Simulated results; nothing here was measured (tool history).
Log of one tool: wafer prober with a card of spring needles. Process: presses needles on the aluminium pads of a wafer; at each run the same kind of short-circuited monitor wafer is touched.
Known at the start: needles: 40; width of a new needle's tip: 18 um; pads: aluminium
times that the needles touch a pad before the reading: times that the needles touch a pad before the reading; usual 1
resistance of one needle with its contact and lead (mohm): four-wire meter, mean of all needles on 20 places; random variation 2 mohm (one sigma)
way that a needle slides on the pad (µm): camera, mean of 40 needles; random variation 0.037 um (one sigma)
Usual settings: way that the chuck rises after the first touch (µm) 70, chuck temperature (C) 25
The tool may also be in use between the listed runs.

run   hour  way that the chuck rises after the first touch (µm)  chuck temperature (C)  times that the needles touch a pad before the reading  resistance of one needle with its contact and lead (mohm)  way that a needle slides on the pad (µm)
  1      0                                                   70                     25                                                      1                                                        243                                     14.02
       4.5  -- tips cleaned on abrasive film
      13.3  -- tips cleaned on abrasive film
      22.2  -- tips cleaned on abrasive film
      33.2  -- tips cleaned on abrasive film
  2   41.5                                                   70                     25                                                      2                                                        239                                     14.03
      43.8  -- tips cleaned on abrasive film
      52.7  -- tips cleaned on abrasive film
      63.7  -- tips cleaned on abrasive film
  3   67.3                                                   70                     25                                                      2                                                        242                                     14.05
        74  -- tips cleaned on abrasive film
        85  -- tips cleaned on abrasive film
      89.7  -- height of the first contact set anew
      94.1  -- tips cleaned on abrasive film
     105.2  -- tips cleaned on abrasive film
       114  -- tips cleaned on abrasive film
  4  117.1                                                   70                     25                                                      2                                                        242                                     13.99
     123.8  -- tips cleaned on abrasive film
     132.6  -- tips cleaned on abrasive film
     143.7  -- tips cleaned on abrasive film
     152.5  -- tips cleaned on abrasive film
  5  156.5                                                   60                     25                                                      2                                                        243                                     12.04
     163.2  -- tips cleaned on abrasive film
     174.2  -- tips cleaned on abrasive film
       183  -- tips cleaned on abrasive film
     191.9  -- tips cleaned on abrasive film
     202.9  -- tips cleaned on abrasive film
  6    209                                                   70                     46                                                      1                                                        248                                     14.01
     213.5  -- tips cleaned on abrasive film
     222.4  -- tips cleaned on abrasive film
     233.4  -- tips cleaned on abrasive film
     242.2  -- tips cleaned on abrasive film
     251.1  -- tips cleaned on abrasive film
     259.9  -- tips cleaned on abrasive film
  7  262.3                                                   70                     46                                                      1                                                        247                                     13.99
       269  -- tips cleaned on abrasive film
       280  -- tips cleaned on abrasive film
     288.8  -- tips cleaned on abrasive film
     299.9  -- tips cleaned on abrasive film
     310.9  -- tips cleaned on abrasive film
       322  -- tips cleaned on abrasive film
  8  324.4                                                   70                     25                                                      1                                                        239                                     14.01
       331  -- tips cleaned on abrasive film
     339.9  -- tips cleaned on abrasive film
     350.9  -- tips cleaned on abrasive film
  9  355.8                                                   82                    124                                                      1                                                        264                                     16.42
     360.2  -- tips cleaned on abrasive film
     371.3  -- tips cleaned on abrasive film
     382.3  -- tips cleaned on abrasive film
     393.3  -- tips cleaned on abrasive film
 10  399.6                                                   85                     42                                                      1                                                        246                                     17.08
     404.1  -- tips cleaned on abrasive film
     415.1  -- tips cleaned on abrasive film
       424  -- tips cleaned on abrasive film
     432.8  -- tips cleaned on abrasive film
     443.9  -- tips cleaned on abrasive film
 11  451.1                                                   55                     34                                                      3                                                        246                                     11.04
     453.3  -- tips cleaned on abrasive film
     462.2  -- tips cleaned on abrasive film
     473.2  -- tips cleaned on abrasive film
     484.3  -- tips cleaned on abrasive film
     495.3  -- tips cleaned on abrasive film
     506.3  -- tips cleaned on abrasive film
 12  511.4                                                   79                     68                                                      1                                                        253                                     15.87
     515.8  -- tips cleaned on abrasive film
     524.7  -- tips cleaned on abrasive film
       525  -- height of the first contact set anew
     533.8  -- tips cleaned on abrasive film
     544.9  -- tips cleaned on abrasive film
     555.9  -- tips cleaned on abrasive film
     564.8  -- tips cleaned on abrasive film
     573.6  -- tips cleaned on abrasive film
 13  573.9                                                   71                     25                                                      2                                                        236                                     14.22
     582.7  -- tips cleaned on abrasive film
     591.6  -- tips cleaned on abrasive film
     600.4  -- tips cleaned on abrasive film
     611.2  -- tips cleaned on abrasive film
 14  611.2                                                   53                     69                                                      1                                                        254                                     10.58
     622.3  -- tips cleaned on abrasive film
     633.3  -- tips cleaned on abrasive film
     644.3  -- tips cleaned on abrasive film
 15  650.7                                                   53                     29                                                      1                                                        247                                      10.6

3 ways to go on from here, each from the tool as it stands after run 15. What would each give?
     655.1  -- tips cleaned on abrasive film
       664  -- tips cleaned on abrasive film
     672.8  -- tips cleaned on abrasive film
     681.7  -- tips cleaned on abrasive film
     692.7  -- tips cleaned on abrasive film
     701.6  -- tips cleaned on abrasive film
  A  706.3                                                   70                    108                                                      1                                                          ?                                         ?
     655.1  -- tips cleaned on abrasive film
       664  -- tips cleaned on abrasive film
     672.8  -- tips cleaned on abrasive film
     681.7  -- tips cleaned on abrasive film
     692.7  -- tips cleaned on abrasive film
     701.6  -- tips cleaned on abrasive film
  B  706.3                                                   53                     90                                                      1                                                          ?                                         ?
     655.1  -- tips cleaned on abrasive film
       664  -- tips cleaned on abrasive film
     672.8  -- tips cleaned on abrasive film
     681.7  -- tips cleaned on abrasive film
     692.7  -- tips cleaned on abrasive film
     701.6  -- tips cleaned on abrasive film
  C  706.3                                                   53                     33                                                      2                                                          ?                                         ?

run  resistance of one needle with its contact and lead (mohm)  way that a needle slides on the pad (µm)
  A                                                        262                                     13.96
  B                                                        265                                     10.59
  C                                                        247                                     10.59
Without the tool's hidden state the same runs would have given:
run  resistance of one needle with its contact and lead (mohm)  way that a needle slides on the pad (µm)
  A                                                        261                                     13.97
  B                                                        265                                     10.59
  C                                                        247                                      10.6
